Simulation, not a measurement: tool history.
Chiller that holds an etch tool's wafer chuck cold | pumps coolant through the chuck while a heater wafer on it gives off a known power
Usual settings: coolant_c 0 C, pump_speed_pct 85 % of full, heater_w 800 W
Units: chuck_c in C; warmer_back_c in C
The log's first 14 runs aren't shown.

run   hour  coolant_c  pump_speed_pct  heater_w  hours since the coolant was changed and the channels were flushed  hours since the pump was overhauled  hours since the chiller's thermometer was calibrated  chuck_c  warmer_back_c
 15    325          0              67       402                                                               2208                                  879                                                  1913     3.65           2.13
 16  353.8          0              67       402                                                               2237                                  908                                                  1941     3.66            2.1
 17  368.9          0              67       402                                                               2252                                  923                                                  1957     3.67           2.18
 18  403.3          0              67       402                                                               2286                                  957                                                  1991     3.62           2.15
 19  423.7          0              67       402                                                               2307                                  978                                                  2011      3.7           2.12
     442.9  -- chiller's thermometer calibrated
 20  446.4         -4              94       402                                                               2328                                 1000                                                     4    -1.09           1.46
 21  469.5          7              87       800                                                               2351                                 1023                                                    27    12.93           3.21
 22  489.8         -3              70       800                                                               2372                                 1043                                                    47     4.03           4.04
 23  522.4         -3              73       800                                                               2404                                 1075                                                    79     3.72           3.78

Run 24 comes next. What will it give?
 24  546.8          7              99       440                                                               2429                                 1100                                                   104        ?              ?

Run 24 gave chuck_c 10.05 C, warmer_back_c 1.56 C.
Without the tool's hidden state the same run would have given chuck_c 10.04 C, warmer_back_c 1.56 C.
